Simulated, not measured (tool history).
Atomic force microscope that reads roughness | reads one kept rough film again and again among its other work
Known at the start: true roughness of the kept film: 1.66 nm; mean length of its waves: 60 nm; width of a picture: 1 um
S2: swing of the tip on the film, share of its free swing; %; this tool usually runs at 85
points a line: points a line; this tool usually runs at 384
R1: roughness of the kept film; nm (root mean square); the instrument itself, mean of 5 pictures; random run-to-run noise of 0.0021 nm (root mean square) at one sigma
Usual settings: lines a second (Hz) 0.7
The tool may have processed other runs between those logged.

Run 1, hour 0: usual settings. Result: R1 1.545 nm (root mean square).
Run 2, hour 44.3: usual settings. Result: R1 1.545 nm (root mean square).
Run 3, hour 89.6: usual settings. Result: R1 1.536 nm (root mean square).
At hour 100.6: new tip fitted.
Run 4, hour 142.2: usual settings. Result: R1 1.573 nm (root mean square).
Run 5, hour 181.7: usual settings but lines a second (Hz) 3.777. Result: R1 1.305 nm (root mean square).
Run 6, hour 221.4: usual settings but lines a second (Hz) 3.777. Result: R1 1.297 nm (root mean square).
Run 7, hour 244.4: usual settings but lines a second (Hz) 3.777. Result: R1 1.297 nm (root mean square).
Run 8, hour 275.7: usual settings but lines a second (Hz) 3.777. Result: R1 1.29 nm (root mean square).
Run 9, hour 300.2: usual settings but lines a second (Hz) 3.777. Result: R1 1.29 nm (root mean square).
Run 10, hour 329.4: usual settings but lines a second (Hz) 3.777. Result: R1 1.285 nm (root mean square).
At hour 339.4: new tip fitted.
Run 11, hour 375: usual settings but lines a second (Hz) 3.777. Result: R1 1.311 nm (root mean square).
Run 12, hour 401.1: usual settings but points a line 635. Result: R1 1.572 nm (root mean square).
Run 13, hour 438.3: usual settings but lines a second (Hz) 2.602, S2 87 %. Result: R1 1.373 nm (root mean square).
Run 14, hour 480.1: usual settings but lines a second (Hz) 2.602, S2 80 %, points a line 963. Result: R1 1.434 nm (root mean square).
Run 15, hour 503.6: usual settings but lines a second (Hz) 0.743, S2 78 %, points a line 962. Result: R1 1.579 nm (root mean square).
Run 16, hour 539.9: usual settings but lines a second (Hz) 0.564, S2 68 %, points a line 592. Result: R1 1.603 nm (root mean square).

Forecast each of these 3 alternatives for the next run:
At hour 579.5: new tip fitted.
Run A, hour 579.5: usual settings but lines a second (Hz) 0.564, S2 58 %, points a line 592. Result: R1 ?.
At hour 579.5: new tip fitted.
Run B, hour 579.5: usual settings but lines a second (Hz) 2.753. Result: R1 ?.
At hour 579.5: new tip fitted.
Run C, hour 579.5: usual settings but lines a second (Hz) 0.564, S2 68 %, points a line 305. Result: R1 ?.

run     R1
  A  1.646
  B  1.395
  C  1.634
With no hidden state in the tool, these same runs would have given:
run     R1
  A  1.622
  B  1.375
  C  1.611
